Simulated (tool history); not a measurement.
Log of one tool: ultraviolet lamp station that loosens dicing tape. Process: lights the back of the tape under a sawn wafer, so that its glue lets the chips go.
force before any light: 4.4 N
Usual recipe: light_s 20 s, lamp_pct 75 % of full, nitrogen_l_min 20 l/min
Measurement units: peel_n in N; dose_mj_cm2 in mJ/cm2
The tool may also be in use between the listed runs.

run 1 hour=0 | light_s=20 lamp_pct=75 nitrogen_l_min=20 | peel_n=0.344 dose_mj_cm2=241
run 2 hour=4.8 | light_s=20 lamp_pct=75 nitrogen_l_min=20 | peel_n=0.331 dose_mj_cm2=246
run 3 hour=13.7 | light_s=20 lamp_pct=75 nitrogen_l_min=20 | peel_n=0.327 dose_mj_cm2=245
run 4 hour=19.4 | light_s=20 lamp_pct=75 nitrogen_l_min=20 | peel_n=0.341 dose_mj_cm2=241
run 5 hour=26.5 | light_s=20 lamp_pct=75 nitrogen_l_min=20 | peel_n=0.343 dose_mj_cm2=242
run 6 hour=34.8 | light_s=20 lamp_pct=75 nitrogen_l_min=20 | peel_n=0.338 dose_mj_cm2=238
run 7 hour=42.8 | light_s=20 lamp_pct=67 nitrogen_l_min=20 | peel_n=0.449 dose_mj_cm2=219
run 8 hour=52.9 | light_s=20 lamp_pct=75 nitrogen_l_min=20 | peel_n=0.336 dose_mj_cm2=238
run 9 hour=59.3 | light_s=20 lamp_pct=75 nitrogen_l_min=20 | peel_n=0.34 dose_mj_cm2=245
run 10 hour=69.3 | light_s=20 lamp_pct=75 nitrogen_l_min=20 | peel_n=0.348 dose_mj_cm2=235
run 11 hour=78.4 | light_s=20 lamp_pct=75 nitrogen_l_min=20 | peel_n=0.356 dose_mj_cm2=238
run 12 hour=83.7 | light_s=20 lamp_pct=75 nitrogen_l_min=20 | peel_n=0.348 dose_mj_cm2=238
run 13 hour=93.3 | light_s=36 lamp_pct=75 nitrogen_l_min=20 | peel_n=0.105 dose_mj_cm2=430
run 14 hour=104.7 | light_s=20 lamp_pct=75 nitrogen_l_min=20 | peel_n=0.369 dose_mj_cm2=240
run 15 hour=115.7 | light_s=20 lamp_pct=99 nitrogen_l_min=20 | peel_n=0.193 dose_mj_cm2=319
-- hour=117.1 window cleaned of glue's vapour
run 16 hour=121 | light_s=20 lamp_pct=99 nitrogen_l_min=20 | peel_n=0.2 dose_mj_cm2=313
run 17 hour=128.1 | light_s=19 lamp_pct=99 nitrogen_l_min=20 | peel_n=0.237 dose_mj_cm2=292
run 18 hour=137.9 | light_s=19 lamp_pct=99 nitrogen_l_min=20 | peel_n=0.219 dose_mj_cm2=297
run 19 hour=148.5 | light_s=19 lamp_pct=99 nitrogen_l_min=20 | peel_n=0.221 dose_mj_cm2=288
run 20 hour=155 | light_s=19 lamp_pct=99 nitrogen_l_min=20 | peel_n=0.23 dose_mj_cm2=291
run 21 hour=163 | light_s=20 lamp_pct=75 nitrogen_l_min=20 | peel_n=0.376 dose_mj_cm2=231
run 22 hour=168.4 | light_s=20 lamp_pct=75 nitrogen_l_min=28 | peel_n=0.314 dose_mj_cm2=229
run 23 hour=175.7 | light_s=12 lamp_pct=62 nitrogen_l_min=25 | peel_n=1.169 dose_mj_cm2=114
run 24 hour=181.6 | light_s=12 lamp_pct=62 nitrogen_l_min=25 | peel_n=1.204 dose_mj_cm2=117
-- hour=185 window cleaned of glue's vapour, once more
run 25 hour=190.9 | light_s=19 lamp_pct=74 nitrogen_l_min=24 | peel_n=0.381 dose_mj_cm2=219
run 26 hour=200.9 | light_s=19 lamp_pct=91 nitrogen_l_min=24 | peel_n=0.237 dose_mj_cm2=268
run 27 hour=206.2 | light_s=19 lamp_pct=91 nitrogen_l_min=24 | peel_n=0.234 dose_mj_cm2=269
run 28 hour=213 | light_s=20 lamp_pct=75 nitrogen_l_min=20 | peel_n=0.365 dose_mj_cm2=231
run 29 hour=218.8 | light_s=20 lamp_pct=92 nitrogen_l_min=20 | peel_n=0.233 dose_mj_cm2=287
run 30 hour=227.6 | light_s=12 lamp_pct=96 nitrogen_l_min=31 | peel_n=0.523 dose_mj_cm2=181
run 31 hour=236.4 | light_s=12 lamp_pct=84 nitrogen_l_min=10 | peel_n=1.059 dose_mj_cm2=158
run 32 hour=243.8 | light_s=14 lamp_pct=75 nitrogen_l_min=19 | peel_n=0.767 dose_mj_cm2=163
run 33 hour=250.4 | light_s=11 lamp_pct=86 nitrogen_l_min=8 | peel_n=1.285 dose_mj_cm2=148
run 34 hour=255.6 | light_s=21 lamp_pct=86 nitrogen_l_min=14 | peel_n=0.312 dose_mj_cm2=280
run 35 hour=263.4 | light_s=20 lamp_pct=84 nitrogen_l_min=20 | peel_n=0.3 dose_mj_cm2=262
run 36 hour=270.8 | light_s=20 lamp_pct=84 nitrogen_l_min=20 | peel_n=0.314 dose_mj_cm2=261
run 37 hour=282.1 | light_s=39 lamp_pct=84 nitrogen_l_min=9 | peel_n=0.117 dose_mj_cm2=500
run 38 hour=293.1 | light_s=23 lamp_pct=68 nitrogen_l_min=29 | peel_n=0.276 dose_mj_cm2=240
run 39 hour=303.3 | light_s=24 lamp_pct=71 nitrogen_l_min=10 | peel_n=0.455 dose_mj_cm2=256
run 40 hour=311 | light_s=20 lamp_pct=97 nitrogen_l_min=20 | peel_n=0.226 dose_mj_cm2=291
run 41 hour=320.9 | light_s=20 lamp_pct=96 nitrogen_l_min=37 | peel_n=0.177 dose_mj_cm2=289
run 42 hour=331.7 | light_s=37 lamp_pct=65 nitrogen_l_min=37 | peel_n=0.11 dose_mj_cm2=363
run 43 hour=341.6 | light_s=20 lamp_pct=91 nitrogen_l_min=14 | peel_n=0.327 dose_mj_cm2=273

Measured less the same run without the tool's hidden state. The same run-to-run variation is in both; the gauge's scatter may not be:
Hidden conditions of the tool in this case: lamp's light, % of a new lamp's; light that the window lets through, % of a clean one's; drift of the gauge itself on peel_n, %; drift of the gauge itself on dose_mj_cm2, %.
run=1 peel_n=+0.055 dose_mj_cm2=-21
run=2 peel_n=+0.054 dose_mj_cm2=-21
run=3 peel_n=+0.055 dose_mj_cm2=-21
run=4 peel_n=+0.058 dose_mj_cm2=-22
run=5 peel_n=+0.061 dose_mj_cm2=-22
run=6 peel_n=+0.062 dose_mj_cm2=-23
run=7 peel_n=+0.078 dose_mj_cm2=-21
run=8 peel_n=+0.064 dose_mj_cm2=-24
run=9 peel_n=+0.066 dose_mj_cm2=-24
run=10 peel_n=+0.068 dose_mj_cm2=-25
run=11 peel_n=+0.072 dose_mj_cm2=-26
run=12 peel_n=+0.07 dose_mj_cm2=-26
run=13 peel_n=+0.013 dose_mj_cm2=-48
run=14 peel_n=+0.076 dose_mj_cm2=-28
run=15 peel_n=+0.04 dose_mj_cm2=-37
run=16 peel_n=+0.044 dose_mj_cm2=-39
run=17 peel_n=+0.055 dose_mj_cm2=-39
run=18 peel_n=+0.051 dose_mj_cm2=-39
run=19 peel_n=+0.054 dose_mj_cm2=-40
run=20 peel_n=+0.056 dose_mj_cm2=-41
run=21 peel_n=+0.097 dose_mj_cm2=-33
run=22 peel_n=+0.079 dose_mj_cm2=-33
run=23 peel_n=+0.202 dose_mj_cm2=-17
run=24 peel_n=+0.209 dose_mj_cm2=-17
run=25 peel_n=+0.087 dose_mj_cm2=-27
run=26 peel_n=+0.055 dose_mj_cm2=-35
run=27 peel_n=+0.056 dose_mj_cm2=-34
run=28 peel_n=+0.086 dose_mj_cm2=-31
run=29 peel_n=+0.057 dose_mj_cm2=-38
run=30 peel_n=+0.119 dose_mj_cm2=-24
run=31 peel_n=+0.181 dose_mj_cm2=-21
run=32 peel_n=+0.157 dose_mj_cm2=-23
run=33 peel_n=+0.203 dose_mj_cm2=-21
run=34 peel_n=+0.081 dose_mj_cm2=-40
run=35 peel_n=+0.08 dose_mj_cm2=-39
run=36 peel_n=+0.082 dose_mj_cm2=-39
run=37 peel_n=+0.024 dose_mj_cm2=-77
run=38 peel_n=+0.077 dose_mj_cm2=-37
run=39 peel_n=+0.122 dose_mj_cm2=-41
run=40 peel_n=+0.061 dose_mj_cm2=-48
run=41 peel_n=+0.044 dose_mj_cm2=-48
run=42 peel_n=+0.019 dose_mj_cm2=-62
run=43 peel_n=+0.096 dose_mj_cm2=-48

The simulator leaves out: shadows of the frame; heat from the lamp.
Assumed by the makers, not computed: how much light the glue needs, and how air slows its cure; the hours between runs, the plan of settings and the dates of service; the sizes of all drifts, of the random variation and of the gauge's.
